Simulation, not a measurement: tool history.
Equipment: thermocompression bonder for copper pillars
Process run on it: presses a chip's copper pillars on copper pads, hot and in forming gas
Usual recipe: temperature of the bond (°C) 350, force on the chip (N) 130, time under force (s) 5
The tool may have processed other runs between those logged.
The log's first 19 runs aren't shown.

run    hour  temperature of the bond (°C)  force on the chip (N)  time under force (s)  hours of work since the heater was calibrated  hours of work since the force cell was calibrated  hours of work since the gas filter was changed  force that shears a chip off (N)
 20   790.4                           349                    130                     5                                            847                                                952                                             197                              64.2
 21   825.1                           350                    130                     7                                            873                                                977                                             223                              73.4
      854.5  -- forming gas filter changed
 22   866.5                           350                    130                     7                                            903                                               1007                                               9                              72.9
 23     906                           350                    172                     5                                            931                                               1036                                              38                              84.8
 24   947.1                           368                     91                    11                                            961                                               1066                                              68                              75.8
 25   987.6                           355                    121                     6                                            991                                               1096                                              97                              68.8
 26    1019                           325                    130                     3                                           1014                                               1118                                             120                              37.1
 27  1072.6                           350                    146                     3                                           1053                                               1158                                             159                              60.4
 28  1098.1                           323                    151                     3                                           1072                                               1176                                             178                              42.9
 29  1126.9                           370                    151                     3                                           1093                                               1197                                             199                              78.1
 30  1169.9                           372                    130                    14                                           1124                                               1229                                             230                             111.7
     1189.5  -- forming gas filter changed
 31  1201.5                           350                    113                     5                                           1147                                               1251                                               9                              56.1
 32  1258.5                           350                    113                     5                                           1188                                               1293                                              50                              57.3
 33  1314.5                           350                    113                     5                                           1229                                               1334                                              91                              56.3
 34  1361.4                           366                    156                     7                                           1263                                               1368                                             125                             100.8
 35    1412                           366                    156                     7                                           1300                                               1405                                             162                             100.6
 36  1460.9                           366                    156                     7                                           1336                                               1441                                             198                             101.4
 37  1498.4                           366                    156                     7                                           1363                                               1468                                             225                             100.9
     1526.9  -- forming gas filter changed
 38  1538.4                           372                    118                     3                                           1392                                               1497                                               8                              62.8
 39  1564.7                           367                    158                     5                                           1411                                               1516                                              28                              93.3

The next listed run, before its measurement:
 40  1615.3                           367                    119                    11                                           1448                                               1553                                              64                                 ?

{"run 40": {"force that shears a chip off (N)": 95.3}}
Without the tool's hidden state the same run would have given force that shears a chip off (N) 94.9.
